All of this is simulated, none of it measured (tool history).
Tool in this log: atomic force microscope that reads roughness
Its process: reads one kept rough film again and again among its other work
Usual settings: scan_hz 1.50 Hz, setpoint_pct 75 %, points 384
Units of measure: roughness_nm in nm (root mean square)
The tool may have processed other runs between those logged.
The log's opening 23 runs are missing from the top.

run	hour	scan_hz	setpoint_pct	points	pictures with this tip	hours of work since the height scale was calibrated	roughness_nm
24	872.5	3.55	57	272	163	956	1.857
25	895.2	1.25	62	394	190	972	1.881
26	937.8	1.78	80	334	241	1003	1.561
27	966.8	0.56	57	915	276	1024	1.746
# hour 1005.5: new tip fitted
28	1015.8	3.14	66	269	12	1059	2.255
29	1066.8	1.98	75	929	74	1095	2.080
30	1117.6	3.79	67	910	135	1132	1.842
31	1146.8	3.79	71	910	170	1153	1.686
32	1196.9	1.24	77	533	230	1189	1.724
33	1237.5	1.24	77	533	279	1218	1.641
# hour 1276.3: new tip fitted
34	1286.5	1.24	77	533	12	1253	2.374
35	1323.0	2.99	80	460	56	1279	1.894

5 ways to go on from here, each from the tool as it stands after run 35. What would each give?
A	1349.0	1.50	66	384	87	1298	?
B	1349.0	3.02	55	460	87	1298	?
C	1349.0	1.50	83	411	87	1298	?
D	1349.0	0.90	75	384	87	1298	?
E	1349.0	2.99	80	329	87	1298	?

run	roughness_nm
A	2.164
B	2.160
C	1.969
D	2.152
E	1.777
With the hidden condition removed and each run's random variation left untouched, the same runs would have given:
run	roughness_nm
A	2.548
B	2.544
C	2.320
D	2.535
E	2.093
